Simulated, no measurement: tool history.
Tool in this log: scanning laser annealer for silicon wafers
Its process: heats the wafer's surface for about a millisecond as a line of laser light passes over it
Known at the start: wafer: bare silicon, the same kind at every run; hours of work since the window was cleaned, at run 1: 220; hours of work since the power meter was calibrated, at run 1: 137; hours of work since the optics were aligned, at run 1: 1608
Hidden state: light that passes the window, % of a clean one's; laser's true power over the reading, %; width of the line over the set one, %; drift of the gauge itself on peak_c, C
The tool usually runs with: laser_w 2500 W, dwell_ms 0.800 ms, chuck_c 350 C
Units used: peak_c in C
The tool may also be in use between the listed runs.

run	hour	laser_w	dwell_ms	chuck_c	hours of work since the window was cleaned	hours of work since the power meter was calibrated	hours of work since the optics were aligned	peak_c
1	0.0	2500	0.800	350	220	137	1608	1033
2	57.0	2500	0.800	350	249	166	1637	1034
3	90.1	2500	0.800	343	266	183	1654	1026
4	127.9	2342	0.800	350	285	202	1673	977
5	175.6	2342	0.800	350	310	226	1697	972
6	214.4	2500	0.800	350	330	246	1717	1029
7	243.8	2500	0.638	350	345	261	1732	945
8	292.8	2500	0.638	350	370	286	1757	942
# hour 313.8: optics aligned, line set to its width
9	344.0	2500	0.638	350	393	310	15	948
10	372.5	2500	0.638	350	408	324	30	947
11	428.3	2500	0.638	350	436	353	59	945
# hour 450.4: window over the wafer cleaned
12	481.1	2500	0.886	344	16	379	85	1086
13	505.2	2325	0.717	350	28	391	97	943
14	554.5	2161	0.986	350	53	416	122	1007
15	591.2	2233	0.986	385	72	435	141	1069
16	648.0	2233	0.879	350	101	464	170	985
17	682.3	2233	0.879	350	119	482	187	986
18	732.3	2233	0.879	350	144	507	213	986
19	776.0	2500	0.733	350	166	530	235	1008
20	817.6	2680	0.646	336	188	551	257	1001

Alternative continuations, all from the tool just after run 20; predict every row:
A	854.9	2500	0.744	384	207	570	276	?
B	854.9	2272	0.868	331	207	570	276	?
C	854.9	2680	0.646	331	207	570	276	?
D	854.9	2444	0.800	350	207	570	276	?

run	peak_c
A	1044
B	970
C	994
D	1021
What these runs would have given with no unlogged condition in the tool:
run	peak_c
A	1056
B	981
C	1006
D	1033
